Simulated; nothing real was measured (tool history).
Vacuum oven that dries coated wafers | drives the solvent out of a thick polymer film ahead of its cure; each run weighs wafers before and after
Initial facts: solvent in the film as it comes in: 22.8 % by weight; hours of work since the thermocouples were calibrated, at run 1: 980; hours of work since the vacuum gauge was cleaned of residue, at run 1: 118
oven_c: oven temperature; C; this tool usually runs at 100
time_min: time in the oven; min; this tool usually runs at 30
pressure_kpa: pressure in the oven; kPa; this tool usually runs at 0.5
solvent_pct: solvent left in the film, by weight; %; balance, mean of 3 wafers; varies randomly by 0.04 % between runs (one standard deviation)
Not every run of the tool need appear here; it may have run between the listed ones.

run   hour  oven_c  time_min  pressure_kpa  hours of work since the thermocouples were calibrated  hours of work since the vacuum gauge was cleaned of residue  solvent_pct
  1      0     100        30           0.5                                                    980                                                          118         1.38
  2   11.1     100        30           0.5                                                    987                                                          125          1.3
  3   27.2     100        30           0.5                                                    997                                                          135         1.33
  4   36.4     100        30           0.5                                                   1003                                                          141          1.3
  5   46.8     100        30           0.5                                                   1010                                                          147         1.28
  6   57.4     100        30           0.5                                                   1017                                                          154         1.35
  7     69     100        30           0.5                                                   1024                                                          162         1.26
  8   78.8     100        30           0.5                                                   1030                                                          168         1.33
  9   92.9     100        30           0.5                                                   1039                                                          177         1.32
 10   99.9     100        30           0.5                                                   1044                                                          181         1.36
 11  108.6     100        30           0.5                                                   1049                                                          187          1.4
 12  116.1     100        30         0.678                                                   1054                                                          192         1.48
 13  123.5     100        30         0.678                                                   1059                                                          196          1.5
 14  135.4     100        30         0.678                                                   1067                                                          204         1.44
 15  149.4      98        35         1.021                                                   1075                                                          213         1.73
 16  162.5     106        30           0.5                                                   1084                                                          221         0.45
 17  173.1     106        30           0.5                                                   1091                                                          228         0.52
 18  184.4      87        30         0.284                                                   1098                                                          235         5.97
 19  198.1     107        29         0.595                                                   1107                                                          244          0.5
 20  210.9     107        29         0.595                                                   1115                                                          252         0.46
 21    226     102        35         0.672                                                   1124                                                          262         0.83
 22  233.3     102        22         0.274                                                   1129                                                          267         1.82
 23  246.5     102        22         0.274                                                   1138                                                          275         1.74
 24    255     104        18         0.697                                                   1143                                                          280         2.31
 25  262.2     108        21         1.623                                                   1148                                                          285         1.38
 26  270.2     100        27         1.583                                                   1153                                                          290         2.36

Table of differences, measured result less the result of that run with no hidden state. Run-to-run variation is the same in both. Gauge scatter possibly is not:
The hidden state here: true wafer temperature over the reading, C; true pressure over the reading, kPa; drift of the gauge itself on solvent_pct, %.
run  solvent_pct
  1        -0.02
  2        -0.02
  3        -0.02
  4        -0.02
  5        -0.02
  6        -0.02
  7        -0.02
  8        -0.02
  9        -0.02
 10        -0.02
 11        -0.02
 12        -0.02
 13        -0.03
 14        -0.03
 15        -0.02
 16           +0
 17           +0
 18        -0.06
 19        -0.01
 20        -0.01
 21        -0.01
 22        -0.03
 23        -0.03
 24        -0.03
 25        -0.02
 26        -0.03
